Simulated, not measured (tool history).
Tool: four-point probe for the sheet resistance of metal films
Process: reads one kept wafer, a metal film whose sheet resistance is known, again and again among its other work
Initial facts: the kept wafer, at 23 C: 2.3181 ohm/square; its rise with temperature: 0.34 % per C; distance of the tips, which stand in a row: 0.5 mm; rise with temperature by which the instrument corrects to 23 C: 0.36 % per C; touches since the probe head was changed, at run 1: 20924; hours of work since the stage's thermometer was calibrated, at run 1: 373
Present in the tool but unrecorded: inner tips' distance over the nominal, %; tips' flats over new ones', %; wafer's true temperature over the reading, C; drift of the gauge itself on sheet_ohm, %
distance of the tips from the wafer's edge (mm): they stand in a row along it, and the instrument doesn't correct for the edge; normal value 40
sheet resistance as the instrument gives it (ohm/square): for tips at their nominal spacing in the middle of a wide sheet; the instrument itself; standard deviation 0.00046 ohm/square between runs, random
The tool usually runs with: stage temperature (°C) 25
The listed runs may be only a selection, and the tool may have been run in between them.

| run | hour | stage temperature (°C) | distance of the tips from the wafer's edge (mm) | touches since the probe head was changed | hours of work since the stage's thermometer was calibrated | sheet resistance as the instrument gives it (ohm/square) |
|---|---|---|---|---|---|---|
| 1 | 0 | 25 | 40 | 20924 | 373 | 2.285312 |
| 2 | 10.2 | 25 | 40 | 21329 | 380 | 2.28537 |
| 3 | 17.5 | 25 | 40 | 21623 | 385 | 2.285221 |
| 4 | 31.9 | 25 | 40 | 22197 | 395 | 2.284065 |
| 5 | 49.2 | 25 | 40 | 22885 | 407 | 2.283995 |
| 6 | 60.1 | 25 | 40 | 23319 | 414 | 2.284405 |
| 7 | 70.5 | 25 | 40 | 23735 | 421 | 2.282837 |
| 8 | 84.2 | 25 | 40 | 24281 | 431 | 2.284836 |
| 9 | 93.6 | 25 | 40 | 24654 | 437 | 2.28383 |
| 10 | 102 | 25 | 40 | 24990 | 443 | 2.284238 |
| 11 | 110.7 | 24 | 40 | 25336 | 449 | 2.283545 |
| 12 | 122.9 | 24 | 40 | 25821 | 457 | 2.283621 |
|  | 124.2 | stage's thermometer calibrated |
| 13 | 134.6 | 25 | 4 | 26269 | 7 | 2.301546 |
| 14 | 142.1 | 25 | 4 | 26568 | 12 | 2.300681 |
| 15 | 150.7 | 25 | 4 | 26913 | 18 | 2.301699 |
| 16 | 158.2 | 25 | 4 | 27210 | 23 | 2.30152 |
| 17 | 166.7 | 25 | 40 | 27548 | 29 | 2.282261 |
| 18 | 181.4 | 25 | 14 | 28134 | 39 | 2.283316 |
| 19 | 191.9 | 25 | 14 | 28556 | 46 | 2.283188 |
|  | 195.3 | stage's thermometer calibrated, once more |
| 20 | 200.3 | 25 | 23 | 28870 | 3 | 2.282285 |
| 21 | 217.3 | 25 | 23 | 29546 | 15 | 2.281843 |
| 22 | 228.9 | 28 | 23 | 30011 | 23 | 2.28048 |
| 23 | 240.9 | 28 | 23 | 30488 | 31 | 2.2804 |

What will run 24 give?
| 24 | 254.7 | 28 | 23 | 31036 | 40 | ? |

sheet resistance as the instrument gives it (ohm/square): 2.280705
On a tool with no hidden condition, and with the same random variation, this run would have come out at sheet resistance as the instrument gives it (ohm/square) 2.31713.
